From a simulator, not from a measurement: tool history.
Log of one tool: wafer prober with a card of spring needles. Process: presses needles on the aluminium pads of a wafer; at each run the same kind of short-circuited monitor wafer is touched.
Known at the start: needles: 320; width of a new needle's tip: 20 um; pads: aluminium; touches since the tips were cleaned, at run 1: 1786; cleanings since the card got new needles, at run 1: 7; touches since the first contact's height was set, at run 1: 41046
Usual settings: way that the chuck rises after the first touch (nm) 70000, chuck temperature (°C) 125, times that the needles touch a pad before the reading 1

run   hour  way that the chuck rises after the first touch (nm)  chuck temperature (°C)  times that the needles touch a pad before the reading  touches since the tips were cleaned  cleanings since the card got new needles  touches since the first contact's height was set  resistance of one needle with its contact and lead (mohm)  way that a needle slides on the pad (nm)
  1    0.0                                                70000                     125                                                      1                                 1786                                         7                                             41046                                                        246                                     11630
       7.9  -- tips cleaned on abrasive film
  2   10.6                                                70000                     125                                                      1                                 1347                                         8                                             46160                                                        246                                     11580
  3   17.5                                                70000                     125                                                      1                                 4663                                         8                                             49476                                                        244                                     11620
      18.6  -- tips cleaned on abrasive film
      30.1  -- tips cleaned on abrasive film
  4   31.7                                                70000                     125                                                      1                                  765                                        10                                             56277                                                        246                                     11630
  5   38.5                                                70000                     125                                                      2                                 4081                                        10                                             59593                                                        247                                     11670
      41.5  -- tips cleaned on abrasive film
  6   49.2                                                70000                      94                                                      2                                 3731                                        11                                             64724                                                        240                                     11630
      52.6  -- tips cleaned on abrasive film
  7   61.9                                                70000                      94                                                      2                                 4541                                        12                                             70845                                                        241                                     11660
      63.4  -- tips cleaned on abrasive film
      74.6  -- tips cleaned on abrasive film
  8   76.3                                                70000                      94                                                      2                                  841                                        14                                             77720                                                        238                                     11610
  9   84.9                                                70000                      94                                                      2                                 4998                                        14                                             81877                                                        239                                     11620
      85.7  -- tips cleaned on abrasive film
      97.5  -- tips cleaned on abrasive film
 10   99.5                                                70000                      40                                                      1                                  940                                        16                                             88843                                                        226                                     11610
     108.7  -- tips cleaned on abrasive film
 11  111.5                                                70000                      40                                                      1                                 1318                                        17                                             94611                                                        227                                     11660
     119.8  -- tips cleaned on abrasive film
 12  121.5                                                70000                     125                                                      1                                  844                                        18                                             99455                                                        248                                     11610
     130.6  -- tips cleaned on abrasive film
 13  132.0                                                70000                     125                                                      2                                  690                                        19                                            104487                                                        245                                     11640
     142.1  -- tips cleaned on abrasive film
 14  145.9                                                70000                      52                                                      2                                 1828                                        20                                            111151                                                        232                                     11630
     152.6  -- height of the first contact set anew
 15  152.6                                                70000                      52                                                      2                                 4970                                        20                                                42                                                        231                                     11650
     153.8  -- tips cleaned on abrasive film
 16  160.4                                                70000                     125                                                      1                                 3229                                        21                                              3776                                                        248                                     11580
     165.3  -- tips cleaned on abrasive film
 17  169.9                                                70000                     125                                                      1                                 2244                                        22                                              8337                                                        249                                     11620
     176.7  -- tips cleaned on abrasive film
 18  180.5                                                70000                     125                                                      1                                 1852                                        23                                             13395                                                        249                                     11650
     187.7  -- tips cleaned on abrasive film
 19  194.6                                                57000                     125                                                      1                                 3341                                        24                                             20188                                                        255                                      9480
     198.9  -- tips cleaned on abrasive film
 20  207.8                                                57000                     125                                                      1                                 4293                                        25                                             26530                                                        251                                      9460
     209.7  -- tips cleaned on abrasive film
 21  215.1                                                70000                      41                                                      3                                 2634                                        26                                             30033                                                        228                                     11670
     220.4  -- tips cleaned on abrasive film
 22  225.0                                                70000                      41                                                      3                                 2221                                        27                                             34775                                                        229                                     11600
     231.7  -- tips cleaned on abrasive film
 23  235.7                                                50000                      81                                                      1                                 1954                                        28                                             39941                                                        243                                      8310
     242.8  -- tips cleaned on abrasive film
 24  246.7                                                50000                      81                                                      1                                 1921                                        29                                             45223                                                        246                                      8330
     254.4  -- tips cleaned on abrasive film
 25  254.4                                                50000                      46                                                      1                                    0                                        30                                             48915                                                        235                                      8280
 26  261.8                                                50000                      46                                                      1                                 3577                                        30                                             52492                                                        237                                      8320
     265.5  -- tips cleaned on abrasive film
 27  271.7                                                59000                      32                                                      1                                 2988                                        31                                             57225                                                        227                                      9810
     276.4  -- tips cleaned on abrasive film
 28  277.9                                                71000                      28                                                      2                                  767                                        32                                             60225                                                        228                                     11780
     287.6  -- tips cleaned on abrasive film
 29  292.6                                                57000                      69                                                      2                                 2409                                        33                                             67260                                                        239                                      9430
     298.8  -- tips cleaned on abrasive film
 30  304.5                                                52000                      69                                                      3                                 2752                                        34                                             72996                                                        239                                      8630
     310.0  -- tips cleaned on abrasive film
 31  318.5                                                52000                      75                                                      1                                 4108                                        35                                             79747                                                        243                                      8650
     321.3  -- tips cleaned on abrasive film
     333.0  -- tips cleaned on abrasive film
 32  333.1                                                60000                      75                                                      1                                   69                                        37                                             86744                                                        242                                      9960
     343.8  -- tips cleaned on abrasive film
 33  344.3                                                70000                      36                                                      1                                  229                                        38                                             92092                                                        232                                     11640

4 ways to go on from here, each from the tool as it stands after run 33. What would each give?
  A  352.2                                                60000                      55                                                      2                                 4065                                        38                                             95928                                                          ?                                         ?
  B  352.2                                                70000                      35                                                      3                                 4065                                        38                                             95928                                                          ?                                         ?
  C  352.2                                                58000                      87                                                      1                                 4065                                        38                                             95928                                                          ?                                         ?
  D  352.2                                                70000                      35                                                      2                                 4065                                        38                                             95928                                                          ?                                         ?

run  resistance of one needle with its contact and lead (mohm)  way that a needle slides on the pad (nm)
  A                                                        236                                      9910
  B                                                        229                                     11620
  C                                                        246                                      9670
  D                                                        228                                     11620
Without the tool's hidden state the same runs would have given:
run  resistance of one needle with its contact and lead (mohm)  way that a needle slides on the pad (nm)
  A                                                        230                                      9920
  B                                                        223                                     11630
  C                                                        240                                      9680
  D                                                        222                                     11630
